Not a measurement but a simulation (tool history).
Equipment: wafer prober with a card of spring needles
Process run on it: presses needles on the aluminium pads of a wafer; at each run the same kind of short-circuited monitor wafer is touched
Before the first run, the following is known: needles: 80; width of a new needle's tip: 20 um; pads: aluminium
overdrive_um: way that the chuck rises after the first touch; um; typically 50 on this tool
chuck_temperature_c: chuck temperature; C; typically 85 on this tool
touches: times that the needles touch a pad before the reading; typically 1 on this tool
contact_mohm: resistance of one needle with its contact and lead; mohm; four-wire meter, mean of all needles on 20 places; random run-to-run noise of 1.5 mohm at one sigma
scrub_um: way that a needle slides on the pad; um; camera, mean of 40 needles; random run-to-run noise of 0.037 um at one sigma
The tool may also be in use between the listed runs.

run   hour  overdrive_um  chuck_temperature_c  touches  contact_mohm  scrub_um
  1    0.0            50                   85        1           162      9.15
  2    8.6            50                   85        1           224      9.16
  3   16.7            50                   85        1           260      9.15
      23.8  -- tips cleaned on abrasive film
  4   26.4            50                   26        1           182      9.22
  5   34.4            50                   85        1           242      9.24
  6   41.8            50                   97        1           268      9.24
      47.8  -- tips cleaned on abrasive film
  7   50.4            50                   97        1           187      9.17
  8   54.5            50                   97        2           189      9.15
  9   61.3            50                   85        1           253      9.17
 10   66.5            50                   85        1           267      9.13
      71.7  -- tips cleaned on abrasive film
 11   74.6            37                   85        1           228      6.63
 12   79.1            37                   85        1           286      6.76
 13   84.2            37                   85        1           332      6.70
 14   92.3            37                   85        1           387      6.71
      96.1  -- tips cleaned on abrasive film
 15   98.5            37                   85        1           217      6.76
 16  102.8            66                   74        3           151     12.10
 17  109.4            40                  121        1           305      7.30
 18  114.2            40                  121        1           337      7.33

Estimate the outcome of run 19 from the log above:
 19  118.8            60                  121        2             ?         ?

contact_mohm: 205 mohm
scrub_um: 10.96 um
With no hidden state in the tool, this same run would have given contact_mohm 149 mohm, scrub_um 11.04 um.

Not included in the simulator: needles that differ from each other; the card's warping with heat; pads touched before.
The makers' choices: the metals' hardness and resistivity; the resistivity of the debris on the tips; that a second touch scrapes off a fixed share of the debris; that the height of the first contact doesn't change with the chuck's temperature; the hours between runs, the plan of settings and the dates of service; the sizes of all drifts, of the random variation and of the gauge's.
